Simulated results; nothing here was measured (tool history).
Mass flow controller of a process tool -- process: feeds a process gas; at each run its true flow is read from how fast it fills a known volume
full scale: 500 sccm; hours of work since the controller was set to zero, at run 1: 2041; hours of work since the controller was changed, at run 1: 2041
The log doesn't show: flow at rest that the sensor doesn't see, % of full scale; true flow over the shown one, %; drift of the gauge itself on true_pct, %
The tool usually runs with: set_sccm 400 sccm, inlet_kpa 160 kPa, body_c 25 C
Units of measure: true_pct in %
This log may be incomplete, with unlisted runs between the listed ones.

| run | day | set_sccm | inlet_kpa | body_c | hours of work since the controller was set to zero | hours of work since the controller was changed | true_pct |
|---|---|---|---|---|---|---|---|
| 1 | 0.000 | 400 | 160 | 25 | 2041 | 2041 | 100.25 |
| 2 | 2.196 | 400 | 221 | 25 | 2064 | 2064 | 100.09 |
| 3 | 5.567 | 400 | 160 | 25 | 2098 | 2098 | 100.15 |
| 4 | 9.179 | 400 | 160 | 25 | 2135 | 2135 | 100.25 |
| 5 | 12.892 | 400 | 160 | 25 | 2173 | 2173 | 100.17 |
| 6 | 16.642 | 400 | 160 | 25 | 2212 | 2212 | 100.32 |
| 7 | 18.521 | 400 | 160 | 25 | 2231 | 2231 | 100.21 |
| 8 | 21.012 | 400 | 175 | 25 | 2257 | 2257 | 100.16 |
| 9 | 22.929 | 400 | 175 | 25 | 2276 | 2276 | 100.17 |
| 10 | 25.325 | 400 | 175 | 25 | 2301 | 2301 | 100.26 |
| 11 | 27.888 | 400 | 175 | 25 | 2327 | 2327 | 100.22 |
| 12 | 31.504 | 400 | 175 | 25 | 2364 | 2364 | 100.25 |
| 13 | 34.771 | 400 | 175 | 25 | 2398 | 2398 | 100.39 |
| 14 | 38.429 | 400 | 175 | 25 | 2436 | 2436 | 100.32 |
| 15 | 40.788 | 400 | 175 | 25 | 2460 | 2460 | 100.34 |
| 16 | 44.933 | 400 | 160 | 31 | 2502 | 2502 | 100.73 |
| 17 | 49.188 | 301 | 160 | 25 | 2546 | 2546 | 99.90 |
| 18 | 52.975 | 177 | 160 | 25 | 2585 | 2585 | 99.24 |
| 19 | 56.292 | 177 | 160 | 25 | 2619 | 2619 | 99.20 |
| 20 | 60.046 | 313 | 160 | 25 | 2657 | 2657 | 100.05 |
| 21 | 61.908 | 313 | 160 | 25 | 2677 | 2677 | 99.91 |
| 22 | 63.875 | 400 | 160 | 35 | 2697 | 2697 | 100.97 |
| 23 | 67.092 | 400 | 160 | 25 | 2730 | 2730 | 100.47 |
| 24 | 69.308 | 400 | 160 | 25 | 2753 | 2753 | 100.44 |
| 25 | 71.979 | 106 | 150 | 37 | 2780 | 2780 | 99.30 |
| 26 | 76.112 | 106 | 150 | 37 | 2822 | 2822 | 99.37 |
| 27 | 79.133 | 106 | 150 | 37 | 2853 | 2853 | 99.46 |
| 28 | 82.954 | 400 | 155 | 25 | 2893 | 2893 | 100.39 |
| 29 | 85.850 | 386 | 160 | 37 | 2922 | 2922 | 101.21 |
| 30 | 89.142 | 386 | 182 | 21 | 2956 | 2956 | 100.08 |
| 31 | 91.304 | 386 | 182 | 21 | 2978 | 2978 | 100.03 |
| 32 | 93.596 | 386 | 182 | 21 | 3002 | 3002 | 99.98 |
| 33 | 95.617 | 336 | 250 | 38 | 3023 | 3023 | 100.99 |
| 34 | 99.375 | 400 | 193 | 22 | 3061 | 3061 | 100.23 |
| 35 | 101.504 | 258 | 225 | 28 | 3083 | 3083 | 99.81 |
| 36 | 104.454 | 336 | 225 | 25 | 3113 | 3113 | 100.07 |
| 37 | 106.429 | 336 | 256 | 22 | 3134 | 3134 | 99.97 |
| 38 | 110.096 | 336 | 256 | 22 | 3171 | 3171 | 99.84 |
| 39 | 114.404 | 400 | 147 | 23 | 3215 | 3215 | 100.48 |
| 40 | 117.192 | 209 | 166 | 34 | 3244 | 3244 | 100.17 |
| 41 | 119.504 | 400 | 161 | 24 | 3268 | 3268 | 100.47 |
| 42 | 123.317 | 202 | 193 | 24 | 3307 | 3307 | 99.37 |
| 43 | 126.450 | 70 | 202 | 36 | 3339 | 3339 | 98.11 |
| 44 | 130.012 | 400 | 160 | 26 | 3376 | 3376 | 100.61 |
| 45 | 133.788 | 312 | 174 | 30 | 3414 | 3414 | 100.61 |
| 46 | 138.096 | 112 | 156 | 30 | 3459 | 3459 | 98.87 |
| 47 | 140.258 | 112 | 156 | 30 | 3481 | 3481 | 98.96 |

Results for each run, recomputed without the tool's hidden state and with each run's random variation untouched:
| run | true_pct |
|---|---|
| 1 | 99.85 |
| 2 | 99.67 |
| 3 | 99.73 |
| 4 | 99.82 |
| 5 | 99.73 |
| 6 | 99.87 |
| 7 | 99.75 |
| 8 | 99.70 |
| 9 | 99.70 |
| 10 | 99.78 |
| 11 | 99.73 |
| 12 | 99.75 |
| 13 | 99.89 |
| 14 | 99.81 |
| 15 | 99.82 |
| 16 | 100.20 |
| 17 | 99.48 |
| 18 | 99.15 |
| 19 | 99.10 |
| 20 | 99.58 |
| 21 | 99.44 |
| 22 | 100.39 |
| 23 | 99.87 |
| 24 | 99.84 |
| 25 | 99.77 |
| 26 | 99.84 |
| 27 | 99.93 |
| 28 | 99.75 |
| 29 | 100.58 |
| 30 | 99.44 |
| 31 | 99.38 |
| 32 | 99.33 |
| 33 | 100.39 |
| 34 | 99.54 |
| 35 | 99.35 |
| 36 | 99.45 |
| 37 | 99.34 |
| 38 | 99.21 |
| 39 | 99.75 |
| 40 | 99.84 |
| 41 | 99.72 |
| 42 | 99.06 |
| 43 | 99.50 |
| 44 | 99.83 |
| 45 | 99.96 |
| 46 | 99.29 |
| 47 | 99.38 |
